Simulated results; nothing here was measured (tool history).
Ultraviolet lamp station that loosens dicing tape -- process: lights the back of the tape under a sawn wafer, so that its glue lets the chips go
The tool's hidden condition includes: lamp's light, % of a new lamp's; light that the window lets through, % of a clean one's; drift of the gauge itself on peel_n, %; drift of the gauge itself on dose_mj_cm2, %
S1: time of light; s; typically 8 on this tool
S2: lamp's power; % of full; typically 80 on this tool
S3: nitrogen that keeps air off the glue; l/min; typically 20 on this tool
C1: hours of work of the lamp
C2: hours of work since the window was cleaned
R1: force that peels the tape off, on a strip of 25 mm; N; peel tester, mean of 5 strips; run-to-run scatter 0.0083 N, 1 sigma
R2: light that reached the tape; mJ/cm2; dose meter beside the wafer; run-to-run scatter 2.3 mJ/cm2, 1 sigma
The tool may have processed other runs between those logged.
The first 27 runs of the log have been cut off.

{"run": 28, "hour": 908.0, "S1": 8, "S2": 74, "S3": 6, "C1": 1017, "C2": 208, "R1": 1.812, "R2": 148}
{"run": 29, "hour": 942.6, "S1": 7, "S2": 80, "S3": 20, "C1": 1043, "C2": 234, "R1": 0.814, "R2": 138}
{"run": 30, "hour": 969.8, "S1": 13, "S2": 80, "S3": 7, "C1": 1063, "C2": 254, "R1": 0.585, "R2": 259}
{"run": 31, "hour": 994.6, "S1": 13, "S2": 80, "S3": 7, "C1": 1081, "C2": 272, "R1": 0.56, "R2": 255}
{"run": 32, "hour": 1022.1, "S1": 13, "S2": 80, "S3": 7, "C1": 1102, "C2": 293, "R1": 0.595, "R2": 256}
{"run": 33, "hour": 1069.4, "S1": 13, "S2": 80, "S3": 7, "C1": 1137, "C2": 328, "R1": 0.595, "R2": 247}
{"run": 34, "hour": 1103.6, "S1": 9, "S2": 91, "S3": 31, "C1": 1162, "C2": 353, "R1": 0.32, "R2": 195}
{"run": 35, "hour": 1132.6, "S1": 9, "S2": 84, "S3": 19, "C1": 1184, "C2": 375, "R1": 0.507, "R2": 178}
{"run": 36, "hour": 1171.0, "S1": 9, "S2": 84, "S3": 19, "C1": 1212, "C2": 403, "R1": 0.554, "R2": 175}
{"hour": 1204.3, "done": "window cleaned of glue's vapour"}
{"run": 37, "hour": 1219.6, "S1": 11, "S2": 77, "S3": 6, "C1": 1248, "C2": 11, "R1": 1.042, "R2": 210}
{"run": 38, "hour": 1261.7, "S1": 9, "S2": 93, "S3": 6, "C1": 1279, "C2": 43, "R1": 1.063, "R2": 200}
{"run": 39, "hour": 1294.2, "S1": 11, "S2": 90, "S3": 18, "C1": 1304, "C2": 67, "R1": 0.307, "R2": 230}
{"run": 40, "hour": 1331.9, "S1": 10, "S2": 79, "S3": 16, "C1": 1332, "C2": 95, "R1": 0.53, "R2": 187}
{"run": 41, "hour": 1363.8, "S1": 12, "S2": 81, "S3": 13, "C1": 1355, "C2": 119, "R1": 0.438, "R2": 228}

Forecast each of these 4 alternatives for the next run:
{"run": "A", "hour": 1395.8, "S1": 10, "S2": 81, "S3": 8, "C1": 1379, "C2": 142, "R1": "?", "R2": "?"}
{"run": "B", "hour": 1395.8, "S1": 14, "S2": 89, "S3": 8, "C1": 1379, "C2": 142, "R1": "?", "R2": "?"}
{"run": "C", "hour": 1395.8, "S1": 8, "S2": 80, "S3": 28, "C1": 1379, "C2": 142, "R1": "?", "R2": "?"}
{"run": "D", "hour": 1395.8, "S1": 12, "S2": 75, "S3": 19, "C1": 1379, "C2": 142, "R1": "?", "R2": "?"}

run=A R1=0.993 R2=187
run=B R1=0.39 R2=288
run=C R1=0.584 R2=149
run=D R1=0.376 R2=203
Had the tool no hidden state, the same runs would have come out as:
run=A R1=0.434 R2=278
run=B R1=0.221 R2=426
run=C R1=0.275 R2=221
run=D R1=0.221 R2=303
